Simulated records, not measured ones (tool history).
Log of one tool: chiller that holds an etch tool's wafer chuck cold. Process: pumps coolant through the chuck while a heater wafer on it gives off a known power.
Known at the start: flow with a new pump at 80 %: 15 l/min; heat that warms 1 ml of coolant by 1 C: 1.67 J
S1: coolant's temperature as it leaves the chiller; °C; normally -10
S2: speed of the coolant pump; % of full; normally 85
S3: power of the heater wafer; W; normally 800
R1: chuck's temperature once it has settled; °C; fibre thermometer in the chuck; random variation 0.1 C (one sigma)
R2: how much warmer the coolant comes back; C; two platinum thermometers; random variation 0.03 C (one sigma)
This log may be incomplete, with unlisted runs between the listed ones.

run	hour	S1	S2	S3	R1	R2
1	0	-10	85	800	0.2	1.89
2	31.8	-10	85	800	0.2	1.87
3	72.5	-10	85	800	0.2	1.8
4	98	-10	85	800	0.3	1.76
5	128.7	-10	85	800	0.2	1.86
6	159.4	-10	85	800	0.3	1.84
7	202.4	-10	69	800	1.8	2.31
8	241.3	-10	69	800	1.6	2.26
9	265.4	-10	69	800	1.7	2.33
10	300.6	-10	85	800	0.4	1.85
11	342.9	-10	85	800	0.3	1.83
12	377.1	-10	85	800	0.3	1.84
13	404.5	-10	85	800	0.4	1.83
14	434.7	-10	85	800	0.4	1.83
15	490.8	-10	85	800	0.4	1.88
16	547.2	-10	85	800	0.8	1.89
17	573.4	-10	85	728	-0.2	1.75
18	625.2	-10	85	728	-0.1	1.71
19	651.9	-16	73	728	-5.4	2
20	701.1	-10	94	800	-0.3	1.64
21	748.9	-10	94	800	-0.4	1.72
22	788.6	-14	91	621	-6.5	1.37
23	819.6	-14	91	621	-6.7	1.4
24	853.8	-1	85	418	4.3	0.99
25	878.5	-1	99	418	3.9	0.88
26	928.3	-1	99	418	3.9	0.82
27	979.3	-1	99	418	3.8	0.84
28	1028.2	-17	85	800	-6.7	1.84
29	1073.1	-16	99	800	-6.9	1.58
30	1129.9	-16	99	800	-6.6	1.61
31	1174	-7	75	805	3.9	2.18
32	1204.2	-7	75	805	4	2.16
33	1260.9	-12	80	727	-2.4	1.81

Between the runs listed above, the log contained 2 entries, not reproduced here. Where in the sequence does each belong, and how does what the log doesn't record of the tool's condition differ from the listed run before to the listed run after?
Between runs 15 and 16: chiller's thermometer calibrated (hour 496.2)
  heat passed by the chuck's channels, % of clean ones': 91.9 -> 91.8; flow at a given pump speed, % of a new pump's: 97.3 -> 97.2; coolant's true temperature over the reading, C: 0.4 -> 0.68
  the result without the hidden state subtracted from the measured one, R1: +1.3 -> +1.5 °C; R2: +0.05 -> +0.06 C
Between runs 19 and 20: chiller's thermometer calibrated, once more (hour 675.5)
  heat passed by the chuck's channels, % of clean ones': 91.6 -> 91.5; flow at a given pump speed, % of a new pump's: 97.1 -> 97; coolant's true temperature over the reading, C: 0.68 -> 0.01
  the result without the hidden state subtracted from the measured one, R1: +1.6 -> +0.9 °C; R2: +0.06 -> +0.05 C

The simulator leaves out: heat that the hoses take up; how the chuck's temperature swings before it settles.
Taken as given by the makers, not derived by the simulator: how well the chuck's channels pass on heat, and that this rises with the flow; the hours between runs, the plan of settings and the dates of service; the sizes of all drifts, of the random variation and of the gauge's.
